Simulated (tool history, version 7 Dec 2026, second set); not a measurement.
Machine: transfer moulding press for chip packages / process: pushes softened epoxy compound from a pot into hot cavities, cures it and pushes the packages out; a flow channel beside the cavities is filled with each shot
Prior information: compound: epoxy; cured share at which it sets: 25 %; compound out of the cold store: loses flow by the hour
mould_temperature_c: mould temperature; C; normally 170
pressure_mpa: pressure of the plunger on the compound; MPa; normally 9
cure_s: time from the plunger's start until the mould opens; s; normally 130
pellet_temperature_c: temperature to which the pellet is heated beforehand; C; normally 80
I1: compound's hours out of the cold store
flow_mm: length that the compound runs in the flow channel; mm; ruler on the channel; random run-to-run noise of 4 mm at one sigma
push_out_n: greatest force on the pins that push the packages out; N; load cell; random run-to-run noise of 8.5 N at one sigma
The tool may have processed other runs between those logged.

{"run": 1, "hour": 0.0, "mould_temperature_c": 170, "pressure_mpa": 9, "cure_s": 130, "pellet_temperature_c": 80, "I1": 23.9, "flow_mm": 752, "push_out_n": 370}
{"run": 2, "hour": 54.6, "mould_temperature_c": 170, "pressure_mpa": 9, "cure_s": 130, "pellet_temperature_c": 80, "I1": 22.9, "flow_mm": 751, "push_out_n": 400}
{"run": 3, "hour": 89.6, "mould_temperature_c": 170, "pressure_mpa": 9, "cure_s": 130, "pellet_temperature_c": 80, "I1": 32.5, "flow_mm": 696, "push_out_n": 396}
{"run": 4, "hour": 145.5, "mould_temperature_c": 170, "pressure_mpa": 9, "cure_s": 130, "pellet_temperature_c": 80, "I1": 42.3, "flow_mm": 665, "push_out_n": 374}
{"run": 5, "hour": 188.1, "mould_temperature_c": 170, "pressure_mpa": 10.02, "cure_s": 130, "pellet_temperature_c": 80, "I1": 9.5, "flow_mm": 865, "push_out_n": 388}
{"run": 6, "hour": 218.9, "mould_temperature_c": 170, "pressure_mpa": 10.02, "cure_s": 130, "pellet_temperature_c": 80, "I1": 35.6, "flow_mm": 728, "push_out_n": 370}
{"run": 7, "hour": 267.3, "mould_temperature_c": 170, "pressure_mpa": 10.02, "cure_s": 130, "pellet_temperature_c": 80, "I1": 34.9, "flow_mm": 730, "push_out_n": 372}
{"run": 8, "hour": 316.0, "mould_temperature_c": 177, "pressure_mpa": 9, "cure_s": 130, "pellet_temperature_c": 80, "I1": 18.5, "flow_mm": 743, "push_out_n": 368}
{"run": 9, "hour": 340.0, "mould_temperature_c": 177, "pressure_mpa": 9.85, "cure_s": 130, "pellet_temperature_c": 80, "I1": 44.1, "flow_mm": 672, "push_out_n": 363}
{"run": 10, "hour": 390.1, "mould_temperature_c": 170, "pressure_mpa": 9, "cure_s": 130, "pellet_temperature_c": 75, "I1": 45.2, "flow_mm": 653, "push_out_n": 375}
{"run": 11, "hour": 417.8, "mould_temperature_c": 170, "pressure_mpa": 9, "cure_s": 130, "pellet_temperature_c": 75, "I1": 31.1, "flow_mm": 717, "push_out_n": 386}
{"run": 12, "hour": 477.7, "mould_temperature_c": 167, "pressure_mpa": 9, "cure_s": 130, "pellet_temperature_c": 75, "I1": 21.7, "flow_mm": 770, "push_out_n": 411}
{"run": 13, "hour": 529.6, "mould_temperature_c": 167, "pressure_mpa": 9, "cure_s": 130, "pellet_temperature_c": 75, "I1": 29, "flow_mm": 728, "push_out_n": 422}
{"run": 14, "hour": 579.0, "mould_temperature_c": 166, "pressure_mpa": 7.94, "cure_s": 166, "pellet_temperature_c": 75, "I1": 37.6, "flow_mm": 659, "push_out_n": 374}
{"run": 15, "hour": 610.9, "mould_temperature_c": 166, "pressure_mpa": 7.94, "cure_s": 166, "pellet_temperature_c": 75, "I1": 8.9, "flow_mm": 785, "push_out_n": 372}
{"run": 16, "hour": 648.2, "mould_temperature_c": 166, "pressure_mpa": 7.94, "cure_s": 166, "pellet_temperature_c": 75, "I1": 21.9, "flow_mm": 730, "push_out_n": 390}
{"run": 17, "hour": 689.5, "mould_temperature_c": 166, "pressure_mpa": 7.94, "cure_s": 166, "pellet_temperature_c": 75, "I1": 28.7, "flow_mm": 693, "push_out_n": 373}
{"run": 18, "hour": 727.8, "mould_temperature_c": 166, "pressure_mpa": 7.94, "cure_s": 166, "pellet_temperature_c": 75, "I1": 28.6, "flow_mm": 695, "push_out_n": 378}
{"run": 19, "hour": 763.0, "mould_temperature_c": 173, "pressure_mpa": 9.07, "cure_s": 166, "pellet_temperature_c": 75, "I1": 47.6, "flow_mm": 638, "push_out_n": 366}
{"run": 20, "hour": 792.6, "mould_temperature_c": 171, "pressure_mpa": 7.69, "cure_s": 120, "pellet_temperature_c": 89, "I1": 47.8, "flow_mm": 595, "push_out_n": 381}
{"run": 21, "hour": 838.1, "mould_temperature_c": 170, "pressure_mpa": 9.9, "cure_s": 130, "pellet_temperature_c": 86, "I1": 32.3, "flow_mm": 743, "push_out_n": 383}
{"run": 22, "hour": 889.6, "mould_temperature_c": 170, "pressure_mpa": 9, "cure_s": 130, "pellet_temperature_c": 79, "I1": 12, "flow_mm": 810, "push_out_n": 396}
{"run": 23, "hour": 928.7, "mould_temperature_c": 170, "pressure_mpa": 9, "cure_s": 135, "pellet_temperature_c": 80, "I1": 40.1, "flow_mm": 677, "push_out_n": 397}
{"run": 24, "hour": 955.3, "mould_temperature_c": 170, "pressure_mpa": 9, "cure_s": 121, "pellet_temperature_c": 80, "I1": 39.5, "flow_mm": 665, "push_out_n": 387}
{"run": 25, "hour": 994.8, "mould_temperature_c": 170, "pressure_mpa": 9, "cure_s": 121, "pellet_temperature_c": 80, "I1": 24.2, "flow_mm": 751, "push_out_n": 412}

Between the runs listed above, the log contained 11 entries, not reproduced here. Where in the sequence does each belong, and how does what the log doesn't record of the tool's condition differ from the listed run before to the listed run after?
Logged between run 3 and run 4: cavities cleaned with cleaning compound and waxed (hour 110.9)
  pressure that reaches the compound, % of what is set: 99.69 -> 99.65; grip of the stained cavities, % over clean ones': 1.4 -> 0.7
Logged between run 6 and run 7: plunger's sealing rings changed (hour 224.1); cavities cleaned with cleaning compound and waxed (hour 231.4)
  pressure that reaches the compound, % of what is set: 99.59 -> 99.95; grip of the stained cavities, % over clean ones': 1.5 -> 0.7
Logged between run 9 and run 10: cavities cleaned with cleaning compound and waxed (hour 350.6)
  true mould temperature over the reading, C: 0.03 -> 0.04; pressure that reaches the compound, % of what is set: 99.89 -> 99.85; grip of the stained cavities, % over clean ones': 1.5 -> 0.7
Logged between run 11 and run 12: cavities cleaned with cleaning compound and waxed (hour 467.8)
  pressure that reaches the compound, % of what is set: 99.84 -> 99.79; grip of the stained cavities, % over clean ones': 1.1 -> 0.2
Logged between run 14 and run 15: cavities cleaned with cleaning compound and waxed (hour 585.6)
  pressure that reaches the compound, % of what is set: 99.72 -> 99.7; grip of the stained cavities, % over clean ones': 1.5 -> 0.5
Logged between run 16 and run 17: mould's thermocouples calibrated (hour 659.3)
  true mould temperature over the reading, C: 0.04 -> -0.01; pressure that reaches the compound, % of what is set: 99.67 -> 99.64; grip of the stained cavities, % over clean ones': 1.1 -> 1.4
Logged between run 17 and run 18: cavities cleaned with cleaning compound and waxed (hour 704.4)
  pressure that reaches the compound, % of what is set: 99.64 -> 99.62; grip of the stained cavities, % over clean ones': 1.4 -> 0.5
Logged between run 20 and run 21: plunger's sealing rings changed (hour 809.3); cavities cleaned with cleaning compound and waxed (hour 825.9)
  pressure that reaches the compound, % of what is set: 99.57 -> 99.97; grip of the stained cavities, % over clean ones': 1.3 -> 0.3
Logged between run 23 and run 24: cavities cleaned with cleaning compound and waxed (hour 944.7)
  pressure that reaches the compound, % of what is set: 99.9 -> 99.88; grip of the stained cavities, % over clean ones': 1.5 -> 0.3

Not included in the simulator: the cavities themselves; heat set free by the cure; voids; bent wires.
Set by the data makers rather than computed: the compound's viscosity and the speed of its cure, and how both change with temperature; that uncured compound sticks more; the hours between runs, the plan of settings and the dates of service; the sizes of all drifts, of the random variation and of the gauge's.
